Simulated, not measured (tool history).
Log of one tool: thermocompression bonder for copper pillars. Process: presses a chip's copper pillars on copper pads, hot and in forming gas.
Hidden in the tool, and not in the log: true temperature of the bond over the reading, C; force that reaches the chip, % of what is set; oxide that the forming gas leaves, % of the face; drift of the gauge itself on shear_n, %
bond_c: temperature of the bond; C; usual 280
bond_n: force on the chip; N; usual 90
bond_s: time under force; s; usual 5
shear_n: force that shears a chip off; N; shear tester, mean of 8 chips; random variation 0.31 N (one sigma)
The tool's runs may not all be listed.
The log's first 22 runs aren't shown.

run,hour,bond_c,bond_n,bond_s,hours of work since the heater was calibrated,hours of work since the force cell was calibrated,hours of work since the gas filter was changed,shear_n
23,1575.2,255,90,3,110,470,123,22.4
24,1662.6,255,107,3,158,517,171,25.3
25,1747.0,256,73,10,204,563,217,31.0
26,1809.2,256,58,9,238,597,251,26.1
# hour 1822.8: forming gas filter changed
27,1868.4,256,58,9,270,629,25,26.1
28,1909.7,305,58,3,292,651,47,35.4
29,1994.4,305,58,3,338,697,93,34.8
30,2049.5,305,75,10,368,727,123,59.6
31,2134.0,305,75,10,414,773,169,61.0
32,2195.4,258,66,5,447,807,203,24.2
33,2279.8,258,66,5,493,852,248,24.0
# hour 2298.6: forming gas filter changed
34,2374.3,258,66,5,544,904,41,24.5
35,2433.2,280,111,13,576,936,73,62.9
36,2487.0,258,124,3,606,965,102,32.1

5 ways to go on from here, each from the tool as it stands after run 36. What would each give?
# hour 2548.3: force cell calibrated
A,2553.2,302,90,5,641,3,138,?
# hour 2548.3: force cell calibrated
B,2553.2,301,90,13,641,3,138,?
# hour 2548.3: force cell calibrated
C,2553.2,287,62,3,641,3,138,?
# hour 2548.3: force cell calibrated
D,2553.2,255,98,5,641,3,138,?
# hour 2548.3: force cell calibrated
E,2553.2,280,79,5,641,3,138,?

run,shear_n
A,53.3
B,67.2
C,29.1
D,30.6
E,38.0
Without the tool's hidden state the same runs would have given:
run,shear_n
A,51.0
B,65.3
C,27.3
D,28.4
E,35.8

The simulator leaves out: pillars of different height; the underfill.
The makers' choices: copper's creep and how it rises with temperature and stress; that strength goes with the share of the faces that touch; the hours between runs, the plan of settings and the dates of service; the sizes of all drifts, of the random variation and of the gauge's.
